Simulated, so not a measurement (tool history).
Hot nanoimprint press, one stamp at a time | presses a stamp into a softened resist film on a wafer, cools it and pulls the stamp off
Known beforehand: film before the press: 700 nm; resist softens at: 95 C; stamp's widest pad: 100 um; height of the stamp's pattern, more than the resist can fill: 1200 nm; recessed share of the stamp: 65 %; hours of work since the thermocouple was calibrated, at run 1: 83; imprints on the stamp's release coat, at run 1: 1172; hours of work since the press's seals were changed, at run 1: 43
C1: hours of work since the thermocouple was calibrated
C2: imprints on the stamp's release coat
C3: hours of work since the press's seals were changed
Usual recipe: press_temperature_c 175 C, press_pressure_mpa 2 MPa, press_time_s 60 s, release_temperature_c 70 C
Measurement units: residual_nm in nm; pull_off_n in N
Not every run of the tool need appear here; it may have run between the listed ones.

{"run": 1, "hour": 0.0, "press_temperature_c": 175, "press_pressure_mpa": 2, "press_time_s": 60, "release_temperature_c": 70, "C1": 83, "C2": 1172, "C3": 43, "residual_nm": 280.3, "pull_off_n": 186}
{"run": 2, "hour": 7.2, "press_temperature_c": 175, "press_pressure_mpa": 2, "press_time_s": 60, "release_temperature_c": 70, "C1": 87, "C2": 1195, "C3": 48, "residual_nm": 280.3, "pull_off_n": 181}
{"run": 3, "hour": 14.6, "press_temperature_c": 187, "press_pressure_mpa": 2, "press_time_s": 60, "release_temperature_c": 70, "C1": 92, "C2": 1219, "C3": 52, "residual_nm": 209.7, "pull_off_n": 181}
{"run": 4, "hour": 20.2, "press_temperature_c": 175, "press_pressure_mpa": 2, "press_time_s": 60, "release_temperature_c": 73, "C1": 95, "C2": 1237, "C3": 56, "residual_nm": 280.5, "pull_off_n": 168}
{"run": 5, "hour": 29.1, "press_temperature_c": 175, "press_pressure_mpa": 2, "press_time_s": 60, "release_temperature_c": 60, "C1": 101, "C2": 1265, "C3": 61, "residual_nm": 280.2, "pull_off_n": 243}
{"run": 6, "hour": 36.0, "press_temperature_c": 175, "press_pressure_mpa": 2, "press_time_s": 63, "release_temperature_c": 70, "C1": 105, "C2": 1287, "C3": 66, "residual_nm": 275.5, "pull_off_n": 186}
{"hour": 47.7, "done": "stamp cleaned and given a new release coat"}
{"run": 7, "hour": 48.7, "press_temperature_c": 167, "press_pressure_mpa": 2, "press_time_s": 30, "release_temperature_c": 70, "C1": 109, "C2": 3, "C3": 70, "residual_nm": 428.1, "pull_off_n": 143}
{"run": 8, "hour": 56.0, "press_temperature_c": 167, "press_pressure_mpa": 2, "press_time_s": 30, "release_temperature_c": 70, "C1": 114, "C2": 26, "C3": 74, "residual_nm": 428.9, "pull_off_n": 140}
{"run": 9, "hour": 62.2, "press_temperature_c": 173, "press_pressure_mpa": 1.62, "press_time_s": 34, "release_temperature_c": 70, "C1": 118, "C2": 46, "C3": 78, "residual_nm": 395.2, "pull_off_n": 142}
{"run": 10, "hour": 66.8, "press_temperature_c": 165, "press_pressure_mpa": 1.62, "press_time_s": 119, "release_temperature_c": 70, "C1": 121, "C2": 61, "C3": 81, "residual_nm": 321.8, "pull_off_n": 143}

For each entry between runs, how does the tool's hidden state at the last listed run before it compare with that at the first listed run after it?
Between runs 6 and 7: stamp cleaned and given a new release coat (hour 47.7)
  true temperature over the reading, C: 0.15 -> 0.16; pressure that arrives at the usual setting, %: 100.04 -> 100.03; grip of the stamp's worn release coat, % over a new coat's: 33 -> 0.1
  measured minus no-state result, residual_nm: -1.1 -> -1.6 nm; pull_off_n: +45 -> +0 N
